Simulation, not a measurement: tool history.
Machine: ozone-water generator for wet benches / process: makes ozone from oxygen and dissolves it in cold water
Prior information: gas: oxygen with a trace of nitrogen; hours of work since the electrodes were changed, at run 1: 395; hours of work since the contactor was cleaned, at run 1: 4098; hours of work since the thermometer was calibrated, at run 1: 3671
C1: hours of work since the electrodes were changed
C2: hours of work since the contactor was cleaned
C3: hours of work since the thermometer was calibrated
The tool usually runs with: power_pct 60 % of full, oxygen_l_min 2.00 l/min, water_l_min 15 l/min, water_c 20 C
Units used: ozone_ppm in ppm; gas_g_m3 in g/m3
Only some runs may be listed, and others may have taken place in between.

Run 1, hour 0.0: usual settings; C1 395; C2 4098; C3 3671. Result: ozone_ppm 14.0 ppm, gas_g_m3 208.3 g/m3.
At hour 14.4: contactor cleaned.
Run 2, hour 23.7: usual settings; C1 408; C2 6; C3 3684. Result: ozone_ppm 13.8 ppm, gas_g_m3 210.6 g/m3.
Run 3, hour 36.5: usual settings; C1 417; C2 15; C3 3692. Result: ozone_ppm 13.6 ppm, gas_g_m3 208.5 g/m3.
Run 4, hour 56.2: usual settings; C1 430; C2 28; C3 3705. Result: ozone_ppm 13.6 ppm, gas_g_m3 209.9 g/m3.
Run 5, hour 77.4: usual settings; C1 444; C2 42; C3 3719. Result: ozone_ppm 13.8 ppm, gas_g_m3 208.1 g/m3.
Run 6, hour 99.4: usual settings but water_l_min 16 l/min; C1 459; C2 56; C3 3734. Result: ozone_ppm 12.8 ppm, gas_g_m3 208.7 g/m3.
Run 7, hour 128.2: usual settings but water_l_min 16 l/min; C1 478; C2 76; C3 3753. Result: ozone_ppm 12.9 ppm, gas_g_m3 208.9 g/m3.
Run 8, hour 151.0: usual settings but oxygen_l_min 2.36 l/min; C1 493; C2 91; C3 3768. Result: ozone_ppm 14.3 ppm, gas_g_m3 195.0 g/m3.
Run 9, hour 177.3: usual settings but power_pct 75 % of full, water_l_min 23 l/min; C1 510; C2 108; C3 3786. Result: ozone_ppm 10.8 ppm, gas_g_m3 246.8 g/m3.
Run 10, hour 200.1: usual settings but power_pct 49 % of full, water_c 22 C; C1 525; C2 123; C3 3801. Result: ozone_ppm 11.9 ppm, gas_g_m3 183.9 g/m3.
Run 11, hour 221.4: usual settings but power_pct 52 % of full, oxygen_l_min 1.12 l/min; C1 540; C2 137; C3 3815. Result: ozone_ppm 10.5 ppm, gas_g_m3 250.8 g/m3.
Run 12, hour 242.4: usual settings but power_pct 81 % of full, oxygen_l_min 1.40 l/min, water_l_min 18 l/min; C1 554; C2 151; C3 3829. Result: ozone_ppm 12.8 ppm, gas_g_m3 302.0 g/m3.
Run 13, hour 274.0: usual settings but power_pct 49 % of full, oxygen_l_min 1.91 l/min; C1 575; C2 172; C3 3850. Result: ozone_ppm 12.0 ppm, gas_g_m3 187.6 g/m3.
Run 14, hour 300.1: usual settings but power_pct 70 % of full, oxygen_l_min 2.41 l/min, water_c 17 C; C1 592; C2 190; C3 3867. Result: ozone_ppm 16.5 ppm, gas_g_m3 212.1 g/m3.
Run 15, hour 330.3: usual settings but power_pct 70 % of full, oxygen_l_min 2.41 l/min, water_c 17 C; C1 612; C2 210; C3 3887. Result: ozone_ppm 16.3 ppm, gas_g_m3 214.1 g/m3.
Run 16, hour 361.0: usual settings but power_pct 57 % of full, water_l_min 11 l/min, water_c 19 C; C1 632; C2 230; C3 3908. Result: ozone_ppm 17.3 ppm, gas_g_m3 204.0 g/m3.

Each row is a separate what-if for the run after 16, all from the same tool condition, not one after another. Results?
Run A, hour 384.7: usual settings but power_pct 86 % of full, oxygen_l_min 1.03 l/min; C1 648; C2 246; C3 3923. Result: ozone_ppm ?, gas_g_m3 ?.
Run B, hour 384.7: usual settings but power_pct 57 % of full, oxygen_l_min 1.43 l/min, water_l_min 11 l/min, water_c 19 C; C1 648; C2 246; C3 3923. Result: ozone_ppm ?, gas_g_m3 ?.
Run C, hour 384.7: usual settings but oxygen_l_min 3.43 l/min, water_l_min 14 l/min, water_c 22 C; C1 648; C2 246; C3 3923. Result: ozone_ppm ?, gas_g_m3 ?.
Run D, hour 384.7: usual settings but oxygen_l_min 2.84 l/min; C1 648; C2 246; C3 3923. Result: ozone_ppm ?, gas_g_m3 ?.

run  ozone_ppm  gas_g_m3
  A       14.2     360.7
  B       16.2     237.2
  C       15.6     164.4
  D       14.7     180.5
What these runs would have given with no unlogged condition in the tool:
run  ozone_ppm  gas_g_m3
  A       14.2     355.6
  B       16.2     233.9
  C       15.6     162.1
  D       14.7     178.0
